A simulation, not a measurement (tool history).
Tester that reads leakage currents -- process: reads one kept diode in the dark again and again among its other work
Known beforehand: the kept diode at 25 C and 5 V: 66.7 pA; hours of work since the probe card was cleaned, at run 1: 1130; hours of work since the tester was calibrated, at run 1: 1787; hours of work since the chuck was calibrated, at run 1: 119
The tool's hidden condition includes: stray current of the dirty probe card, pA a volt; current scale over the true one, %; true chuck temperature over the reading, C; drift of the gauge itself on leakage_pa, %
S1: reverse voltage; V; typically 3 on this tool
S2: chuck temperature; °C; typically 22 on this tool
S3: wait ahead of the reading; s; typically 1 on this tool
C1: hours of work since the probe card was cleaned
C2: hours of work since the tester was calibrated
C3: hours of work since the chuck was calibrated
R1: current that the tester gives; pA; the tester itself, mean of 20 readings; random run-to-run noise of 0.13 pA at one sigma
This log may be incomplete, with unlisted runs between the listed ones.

Run 1, hour 0: usual settings; C1 1130; C2 1787; C3 119. Result: R1 41.79 pA.
Run 2, hour 39.1: usual settings; C1 1160; C2 1817; C3 149. Result: R1 41.54 pA.
Run 3, hour 61.2: usual settings; C1 1177; C2 1834; C3 166. Result: R1 41.31 pA.
Run 4, hour 94.2: usual settings; C1 1202; C2 1860; C3 191. Result: R1 41.25 pA.
Run 5, hour 137.7: usual settings; C1 1235; C2 1893; C3 225. Result: R1 41.06 pA.
Run 6, hour 172.6: usual settings; C1 1262; C2 1920; C3 252. Result: R1 40.78 pA.
Run 7, hour 225.1: usual settings; C1 1303; C2 1960; C3 292. Result: R1 40.92 pA.
Run 8, hour 269.6: usual settings; C1 1337; C2 1995; C3 326. Result: R1 40.81 pA.
Run 9, hour 315.8: usual settings; C1 1372; C2 2030; C3 362. Result: R1 41.02 pA.
Run 10, hour 338.5: usual settings; C1 1390; C2 2047; C3 379. Result: R1 40.83 pA.
Run 11, hour 369.4: usual settings but S3 2.67 s; C1 1414; C2 2071; C3 403. Result: R1 40.87 pA.
Run 12, hour 414.4: usual settings but S3 2.67 s; C1 1448; C2 2106; C3 438. Result: R1 40.64 pA.
Run 13, hour 452.5: usual settings; C1 1478; C2 2135; C3 467. Result: R1 40.62 pA.
At hour 458.3: tester calibrated.
Run 14, hour 480.3: usual settings but S1 2.27 V; C1 1497; C2 17; C3 487. Result: R1 35.83 pA.
Run 15, hour 527.6: usual settings but S3 4.71 s; C1 1534; C2 53; C3 523. Result: R1 41.48 pA.
Run 16, hour 552.1: usual settings but S3 4.71 s; C1 1553; C2 72; C3 542. Result: R1 41.62 pA.
Run 17, hour 592: usual settings but S2 32 °C; C1 1583; C2 103; C3 573. Result: R1 83.86 pA.
Run 18, hour 632.4: usual settings; C1 1614; C2 134; C3 604. Result: R1 41.38 pA.
Run 19, hour 682: usual settings but S2 27 °C; C1 1652; C2 172; C3 642. Result: R1 59.14 pA.
Run 20, hour 714.2: usual settings but S2 27 °C; C1 1677; C2 197; C3 667. Result: R1 59.07 pA.
Run 21, hour 748.1: usual settings but S2 27 °C; C1 1703; C2 223; C3 693. Result: R1 58.5 pA.
Run 22, hour 771.7: usual settings but S2 27 °C; C1 1721; C2 241; C3 711. Result: R1 58.83 pA.
Run 23, hour 809.2: usual settings but S2 27 °C; C1 1750; C2 270; C3 740. Result: R1 58.69 pA.
Run 24, hour 859.8: usual settings but S1 2.11 V, S2 27 °C; C1 1789; C2 309; C3 779. Result: R1 48.39 pA.
Run 25, hour 890.9: usual settings but S1 16.3 V, S2 23 °C; C1 1813; C2 333; C3 802. Result: R1 114.3 pA.
Run 26, hour 912.7: usual settings but S2 43 °C; C1 1830; C2 349; C3 819. Result: R1 173.22 pA.
Run 27, hour 950.2: usual settings but S2 43 °C; C1 1859; C2 378; C3 848. Result: R1 172.7 pA.
Run 28, hour 1001: usual settings but S2 43 °C; C1 1898; C2 417; C3 887. Result: R1 171.66 pA.
Run 29, hour 1039.9: usual settings but S1 1.76 V, S2 30 °C, S3 0.49 s; C1 1928; C2 447; C3 917. Result: R1 53.74 pA.
Run 30, hour 1086.7: usual settings but S1 7.64 V, S2 24 °C, S3 2.54 s; C1 1964; C2 483; C3 953. Result: R1 78.73 pA.
Run 31, hour 1134.3: usual settings but S1 2.33 V, S2 36 °C, S3 2.6 s; C1 2000; C2 520; C3 990. Result: R1 93.05 pA.
Run 32, hour 1165.6: usual settings but S1 2.33 V, S2 36 °C, S3 2.6 s; C1 2024; C2 544; C3 1014. Result: R1 93.8 pA.
Run 33, hour 1205.1: usual settings but S1 1.6 V; C1 2055; C2 574; C3 1044. Result: R1 28.37 pA.
Run 34, hour 1232: usual settings but S3 5.73 s; C1 2075; C2 595; C3 1065. Result: R1 40.33 pA.
Run 35, hour 1281.4: usual settings but S1 6.36 V; C1 2113; C2 633; C3 1103. Result: R1 61.52 pA.
Run 36, hour 1332.9: usual settings but S1 6.36 V; C1 2153; C2 672; C3 1142. Result: R1 61.55 pA.
Run 37, hour 1367.9: usual settings but S1 1.17 V, S3 4.89 s; C1 2180; C2 699; C3 1169. Result: R1 23.8 pA.
Run 38, hour 1419.4: usual settings but S1 1.17 V, S3 4.89 s; C1 2219; C2 739; C3 1209. Result: R1 23.96 pA.
Run 39, hour 1445.5: usual settings but S2 43 °C, S3 1.58 s; C1 2239; C2 759; C3 1229. Result: R1 167.65 pA.
Run 40, hour 1493.2: usual settings but S2 43 °C, S3 1.58 s; C1 2276; C2 796; C3 1266. Result: R1 167.53 pA.
Run 41, hour 1520.4: usual settings but S1 9.42 V, S2 38 °C, S3 1.11 s; C1 2297; C2 817; C3 1286. Result: R1 221.99 pA.

3 ways to go on from here, each from the tool as it stands after run 41. What would each give?
Run A, hour 1547.7: usual settings but S3 6.22 s; C1 2318; C2 838; C3 1307. Result: R1 ?.
Run B, hour 1547.7: usual settings but S1 4.93 V, S2 32 °C; C1 2318; C2 838; C3 1307. Result: R1 ?.
Run C, hour 1547.7: usual settings but S1 1.27 V, S3 3.94 s; C1 2318; C2 838; C3 1307. Result: R1 ?.

run      R1
  A   39.67
  B  104.28
  C   24.76
With no hidden state in the tool, these same runs would have given:
run      R1
  A   40.87
  B  110.19
  C    26.2

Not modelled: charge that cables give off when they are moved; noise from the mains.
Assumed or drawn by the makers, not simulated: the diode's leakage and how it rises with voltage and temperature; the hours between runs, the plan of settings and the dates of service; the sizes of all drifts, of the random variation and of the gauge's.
